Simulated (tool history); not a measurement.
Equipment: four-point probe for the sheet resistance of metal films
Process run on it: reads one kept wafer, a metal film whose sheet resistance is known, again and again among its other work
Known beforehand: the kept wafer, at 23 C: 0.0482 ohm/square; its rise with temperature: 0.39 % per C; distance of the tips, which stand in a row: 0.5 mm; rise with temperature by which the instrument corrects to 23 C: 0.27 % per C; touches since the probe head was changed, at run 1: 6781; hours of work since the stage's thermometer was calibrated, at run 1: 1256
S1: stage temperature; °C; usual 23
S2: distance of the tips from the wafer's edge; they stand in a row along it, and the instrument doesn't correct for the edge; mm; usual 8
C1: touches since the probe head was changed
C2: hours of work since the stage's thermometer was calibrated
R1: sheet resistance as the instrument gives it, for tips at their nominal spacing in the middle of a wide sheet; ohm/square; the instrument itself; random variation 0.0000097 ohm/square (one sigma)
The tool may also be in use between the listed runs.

| run | day | S1 | S2 | C1 | C2 | R1 |
|---|---|---|---|---|---|---|
| 1 | 0 | 23 | 8 | 6781 | 1256 | 0.04839 |
| 2 | 5.254 | 23 | 8 | 8580 | 1314 | 0.0484 |
|  | 7.212 | stage's thermometer calibrated |
| 3 | 8.446 | 23 | 8 | 9665 | 14 | 0.048355 |
| 4 | 11.642 | 23 | 8 | 10759 | 49 | 0.048364 |
| 5 | 14.25 | 22 | 8 | 11653 | 78 | 0.048305 |
| 6 | 19.638 | 23 | 8 | 13497 | 137 | 0.048391 |
| 7 | 22.842 | 23 | 8 | 14595 | 173 | 0.048409 |
| 8 | 25.7 | 23 | 8 | 15572 | 204 | 0.048392 |
| 9 | 31.208 | 23 | 8 | 17458 | 265 | 0.048407 |
| 10 | 34.167 | 23 | 8 | 18472 | 298 | 0.048435 |
| 11 | 38.654 | 23 | 8 | 20008 | 347 | 0.048419 |
| 12 | 41.838 | 23 | 8 | 21098 | 382 | 0.048455 |
| 13 | 46.483 | 23 | 8 | 22688 | 434 | 0.048455 |
| 14 | 50.142 | 23 | 8 | 23941 | 474 | 0.048486 |
| 15 | 55.133 | 23 | 8 | 25650 | 529 | 0.048482 |
| 16 | 58.925 | 23 | 8 | 26948 | 571 | 0.048496 |
| 17 | 62.883 | 23 | 8 | 28304 | 615 | 0.048518 |
| 18 | 65.838 | 23 | 8 | 29315 | 647 | 0.048529 |
| 19 | 69.742 | 23 | 8 | 30652 | 690 | 0.048534 |
| 20 | 74.417 | 23 | 8 | 32252 | 742 | 0.048553 |
| 21 | 79.7 | 23 | 8 | 34061 | 800 | 0.048565 |
| 22 | 85.15 | 23 | 8 | 35927 | 861 | 0.04857 |
| 23 | 89.554 | 20 | 7 | 37435 | 909 | 0.048435 |
| 24 | 94.588 | 20 | 7 | 39158 | 965 | 0.048453 |
| 25 | 96.967 | 20 | 7 | 39972 | 991 | 0.048458 |
| 26 | 102.629 | 30 | 4 | 41911 | 1054 | 0.049353 |
| 27 | 105.712 | 21 | 40 | 42966 | 1088 | 0.048412 |
| 28 | 110.871 | 33 | 9 | 44733 | 1145 | 0.049223 |
| 29 | 115.033 | 25 | 62 | 46158 | 1191 | 0.048698 |
| 30 | 117.392 | 23 | 53 | 46964 | 1217 | 0.048578 |
| 31 | 122.054 | 23 | 53 | 48562 | 1268 | 0.048584 |
| 32 | 125.121 | 23 | 7 | 49611 | 1302 | 0.048726 |
|  | 128.088 | stage's thermometer calibrated |
| 33 | 128.325 | 21 | 7 | 50701 | 3 | 0.048552 |
| 34 | 131.954 | 20 | 43 | 51944 | 43 | 0.048369 |
| 35 | 134.788 | 25 | 11 | 52914 | 74 | 0.048732 |
| 36 | 138.671 | 19 | 32 | 54244 | 117 | 0.048315 |
| 37 | 144.046 | 27 | 26 | 56083 | 176 | 0.04881 |
| 38 | 146.425 | 30 | 26 | 56899 | 203 | 0.049006 |
| 39 | 150.546 | 30 | 26 | 58309 | 248 | 0.049043 |
| 40 | 155.892 | 34 | 45 | 60140 | 307 | 0.049262 |
| 41 | 158.758 | 34 | 45 | 61121 | 339 | 0.049275 |
| 42 | 161.796 | 31 | 10 | 62160 | 372 | 0.049185 |
| 43 | 167.054 | 30 | 7 | 63960 | 430 | 0.049196 |
| 44 | 170.183 | 26 | 8 | 65033 | 465 | 0.048941 |

Hidden state at the last listed run before each entry between runs and at the first one after, where it differs:
Between runs 2 and 3: stage's thermometer calibrated (day 7.212)
  inner tips' distance over the nominal, %: 0.087 -> 0.102; wafer's true temperature over the reading, C: 0.36 -> -0.01
  difference, measured minus the result without the unlogged condition, R1: +0.000114 -> +0.000052 ohm/square
Between runs 32 and 33: stage's thermometer calibrated (day 128.088)
  inner tips' distance over the nominal, %: 0.64 -> 0.655; tips' flats over new ones', %: 37 -> 38; wafer's true temperature over the reading, C: 0.31 -> -0.05
  difference, measured minus the result without the unlogged condition, R1: +0.000394 -> +0.000333 ohm/square

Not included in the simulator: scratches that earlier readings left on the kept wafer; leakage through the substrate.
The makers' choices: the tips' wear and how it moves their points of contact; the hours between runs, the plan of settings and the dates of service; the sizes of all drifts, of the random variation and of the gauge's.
